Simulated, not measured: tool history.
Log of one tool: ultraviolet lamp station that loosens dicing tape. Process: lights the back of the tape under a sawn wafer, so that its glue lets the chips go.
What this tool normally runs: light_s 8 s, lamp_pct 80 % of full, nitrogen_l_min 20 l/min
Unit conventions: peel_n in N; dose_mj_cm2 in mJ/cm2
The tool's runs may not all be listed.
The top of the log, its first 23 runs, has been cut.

run     day  light_s  lamp_pct  nitrogen_l_min  peel_n  dose_mj_cm2
 24  40.562       13        97              20   0.118         1132
 25  43.233        4        62              37   1.487          227
 26  44.454        4        63               7   2.434          225
 27  47.238        4        63               7   2.328          222
 28  49.096        4        63               7   2.319          225
     50.375  -- lamp changed
 29  51.058       10        87              20   0.176          779
 30  53.592       13        93              20   0.125         1098
 31  55.658        7        71              20   0.565          448
 32  57.225        7        61              13   0.935          388
 33  59.879        7        61              13   0.961          378
 34  62.338        7        61              13   0.954          384
 35  63.846        7        61              13   0.953          385
 36  66.321        7        61              13   0.933          388
 37  68.596        5        80              20   0.901          360
 38  70.638        9        82              20   0.247          662
 39  72.646        9        82              20   0.249          669

Here are 4 independent what-if runs from the current tool condition. What would each one return?
  A  74.771        8        61              20       ?            ?
  B  74.771       16        66               9       ?            ?
  C  74.771       13        84              20       ?            ?
  D  74.771        8        77              16       ?            ?

run  peel_n  dose_mj_cm2
  A   0.606          445
  B   0.186          955
  C   0.133          983
  D   0.420          550
Without the tool's hidden state the same runs would have given:
run  peel_n  dose_mj_cm2
  A   0.605          446
  B   0.186          956
  C   0.132          984
  D   0.418          551
